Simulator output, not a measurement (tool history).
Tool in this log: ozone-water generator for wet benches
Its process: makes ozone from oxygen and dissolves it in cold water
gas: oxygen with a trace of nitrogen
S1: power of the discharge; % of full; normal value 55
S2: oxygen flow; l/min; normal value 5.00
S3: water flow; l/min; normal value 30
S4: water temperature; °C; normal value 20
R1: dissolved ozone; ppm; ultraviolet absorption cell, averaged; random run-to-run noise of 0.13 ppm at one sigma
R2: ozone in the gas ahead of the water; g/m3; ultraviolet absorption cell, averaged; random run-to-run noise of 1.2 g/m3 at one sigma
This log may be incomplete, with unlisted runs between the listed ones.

| run | hour | S1 | S2 | S3 | S4 | R1 | R2 |
|---|---|---|---|---|---|---|---|
| 1 | 0.0 | 55 | 5.00 | 30 | 20 | 12.9 | 221.8 |
| 2 | 51.8 | 55 | 5.00 | 30 | 20 | 12.6 | 221.3 |
| 3 | 123.7 | 55 | 5.00 | 30 | 19 | 12.8 | 218.9 |
| 4 | 169.8 | 55 | 5.00 | 30 | 19 | 12.8 | 222.4 |
| 5 | 213.5 | 55 | 5.00 | 30 | 19 | 12.7 | 220.8 |
| 6 | 281.2 | 55 | 5.00 | 30 | 20 | 12.5 | 219.4 |
| 7 | 352.6 | 55 | 5.00 | 30 | 20 | 12.6 | 222.6 |
| 8 | 416.2 | 55 | 5.00 | 30 | 20 | 12.5 | 220.4 |
| 9 | 490.8 | 55 | 5.00 | 30 | 20 | 12.7 | 222.3 |
| 10 | 531.5 | 55 | 5.00 | 30 | 20 | 12.7 | 217.5 |
| 11 | 585.0 | 55 | 5.00 | 30 | 20 | 12.6 | 218.5 |
| 12 | 636.1 | 55 | 5.00 | 30 | 20 | 12.6 | 219.4 |
| 13 | 713.8 | 55 | 5.00 | 30 | 20 | 12.5 | 220.9 |
| 14 | 797.8 | 55 | 5.00 | 30 | 20 | 12.6 | 218.5 |
| 15 | 861.5 | 55 | 5.00 | 30 | 20 | 12.5 | 219.2 |
| 16 | 933.3 | 55 | 5.00 | 30 | 20 | 12.5 | 218.9 |
| 17 | 1006.7 | 46 | 5.00 | 30 | 18 | 10.9 | 191.4 |
| 18 | 1083.1 | 46 | 5.00 | 30 | 18 | 10.9 | 191.8 |
| 19 | 1165.2 | 46 | 5.00 | 30 | 18 | 10.8 | 189.6 |
| 20 | 1245.7 | 46 | 5.00 | 30 | 18 | 10.8 | 189.4 |
| 21 | 1287.0 | 46 | 5.00 | 30 | 18 | 10.8 | 188.9 |
| 22 | 1324.0 | 41 | 5.00 | 44 | 18 | 6.3 | 172.4 |
| 23 | 1403.4 | 41 | 5.00 | 44 | 18 | 6.3 | 170.4 |
| 24 | 1486.1 | 41 | 5.00 | 44 | 24 | 6.0 | 174.1 |
| 25 | 1550.1 | 46 | 2.96 | 30 | 20 | 8.8 | 223.3 |
| 26 | 1620.0 | 45 | 2.96 | 37 | 24 | 6.3 | 222.1 |
| 27 | 1699.0 | 45 | 2.96 | 37 | 24 | 6.2 | 220.5 |
| 28 | 1767.6 | 45 | 2.96 | 37 | 24 | 6.4 | 218.4 |
| 29 | 1827.5 | 45 | 2.96 | 37 | 24 | 6.2 | 218.8 |
| 30 | 1892.7 | 45 | 5.67 | 37 | 18 | 8.6 | 176.5 |
| 31 | 1929.6 | 45 | 5.67 | 37 | 18 | 8.6 | 174.5 |
| 32 | 1997.7 | 55 | 5.41 | 30 | 23 | 11.6 | 209.6 |

Withheld: 2 entries from between the runs. Position of each, and hidden state at the listed run before versus the listed run after:
Runs 3 to 4: water thermometer calibrated (hour 166.6)
  yield of the discharge, % of new electrodes': 96.7 -> 96.6; contactor's efficiency, % of a clean one's: 89.9 -> 89.8; true water temperature over the reading, C: 0.47 -> 0.72
  difference, measured minus the result without the unlogged condition, R1: -1.3 -> -1.4 ppm; R2: -6.1 -> -6.2 g/m3
Runs 9 to 10: water thermometer calibrated, once more (hour 530.1)
  yield of the discharge, % of new electrodes': 95.9 -> 95.8; contactor's efficiency, % of a clean one's: 88.9 -> 88.8; true water temperature over the reading, C: 0.75 -> -0.06
  difference, measured minus the result without the unlogged condition, R1: -1.5 -> -1.5 ppm; R2: -7.7 -> -7.6 g/m3

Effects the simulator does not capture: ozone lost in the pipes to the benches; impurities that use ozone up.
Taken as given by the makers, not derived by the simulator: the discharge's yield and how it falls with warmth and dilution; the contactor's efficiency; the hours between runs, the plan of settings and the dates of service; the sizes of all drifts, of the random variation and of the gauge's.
